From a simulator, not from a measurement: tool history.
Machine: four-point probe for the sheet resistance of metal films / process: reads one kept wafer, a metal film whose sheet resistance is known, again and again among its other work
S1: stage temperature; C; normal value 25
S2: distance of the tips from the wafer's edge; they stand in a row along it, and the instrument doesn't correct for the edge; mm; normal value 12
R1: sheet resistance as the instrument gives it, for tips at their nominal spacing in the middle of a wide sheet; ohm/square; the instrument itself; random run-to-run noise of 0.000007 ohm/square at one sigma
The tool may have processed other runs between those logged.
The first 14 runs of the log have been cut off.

run   hour  S1  S2        R1
 15  367.2  25   5  0.035524
 16  398.6  25   8  0.034852
 17  412.7  25   8  0.034847
 18  429.5  25  25  0.034424
 19  453.8  25   5  0.035531
 20  476.8  25  12  0.034585
 21  492.9  25  12  0.034578
 22  510.6  25   8  0.034835

For run 23, what comes out?
 23  536.2  25   8   ?

{"run 23": {"R1": 0.034847}}
If the tool had no hidden condition, the same run with the same run-to-run variation would have returned R1 0.035097 ohm/square.
